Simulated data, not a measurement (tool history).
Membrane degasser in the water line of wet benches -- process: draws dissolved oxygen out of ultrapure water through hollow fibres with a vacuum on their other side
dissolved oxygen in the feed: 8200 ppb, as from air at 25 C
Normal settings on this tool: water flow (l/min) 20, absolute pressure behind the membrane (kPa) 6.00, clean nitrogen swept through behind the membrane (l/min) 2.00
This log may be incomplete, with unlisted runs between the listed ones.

run	hour	water flow (l/min)	absolute pressure behind the membrane (kPa)	clean nitrogen swept through behind the membrane (l/min)	dissolved oxygen in the water behind the degasser (ppb)	pressure that the water loses in the fibres (kPa)
1	0.0	20	6.00	2.00	136.6	46.57
2	23.6	20	6.00	1.01	188.9	46.08
3	65.7	20	4.37	2.00	97.3	46.59
4	112.4	20	4.37	2.00	97.5	46.51
5	133.5	20	4.37	2.00	97.5	46.32
6	165.3	20	4.37	2.00	97.9	47.05
7	197.0	20	4.37	2.00	98.8	46.78
8	224.1	20	13.87	2.00	313.2	47.14
9	247.9	28	6.00	2.00	294.6	66.32
10	283.2	28	6.00	2.00	298.5	65.74
11	316.4	28	6.00	2.15	285.7	65.52
12	338.4	28	4.57	2.15	252.9	65.83
13	387.5	28	4.57	2.15	251.6	66.25
14	431.4	28	4.57	2.15	254.5	66.63
15	467.0	20	7.47	2.00	169.6	47.29
16	513.7	20	7.47	2.00	169.6	47.64
17	546.3	29	8.51	2.00	393.2	68.54
18	591.5	18	6.00	2.53	94.1	42.75
# hour 612.3: gauge calibrated
19	627.5	20	6.00	2.53	123.8	46.93
20	653.3	26	10.76	1.08	532.5	60.31
21	685.9	20	6.00	1.85	138.1	46.59
22	729.7	26	8.58	2.42	296.7	61.23
23	750.6	27	11.06	1.71	450.4	63.25
24	771.1	27	4.94	1.25	271.9	63.07
25	813.4	27	4.94	1.25	267.5	63.30
26	839.7	25	13.86	2.00	443.4	58.48
27	860.4	25	13.86	2.00	434.3	58.52
28	884.6	20	7.81	2.00	176.3	47.01
29	904.3	18	7.81	2.35	129.9	42.22
30	928.4	16	14.75	3.56	155.7	38.09
31	967.5	18	7.54	3.21	106.7	42.50

Alternative continuations, all from the tool just after run 31; predict every row:
A	1001.6	20	6.43	2.00	?	?
B	1001.6	27	4.53	1.31	?	?
C	1001.6	19	6.00	2.00	?	?
D	1001.6	27	5.74	0.99	?	?
E	1001.6	20	6.00	2.07	?	?

run	dissolved oxygen in the water behind the degasser (ppb)	pressure that the water loses in the fibres (kPa)
A	144.1	47.65
B	250.8	63.83
C	120.8	44.96
D	326.5	63.44
E	134.2	47.27
What these runs would have given with no unlogged condition in the tool:
run	dissolved oxygen in the water behind the degasser (ppb)	pressure that the water loses in the fibres (kPa)
A	144.0	46.84
B	250.6	62.74
C	120.7	44.19
D	326.3	62.35
E	134.1	46.46
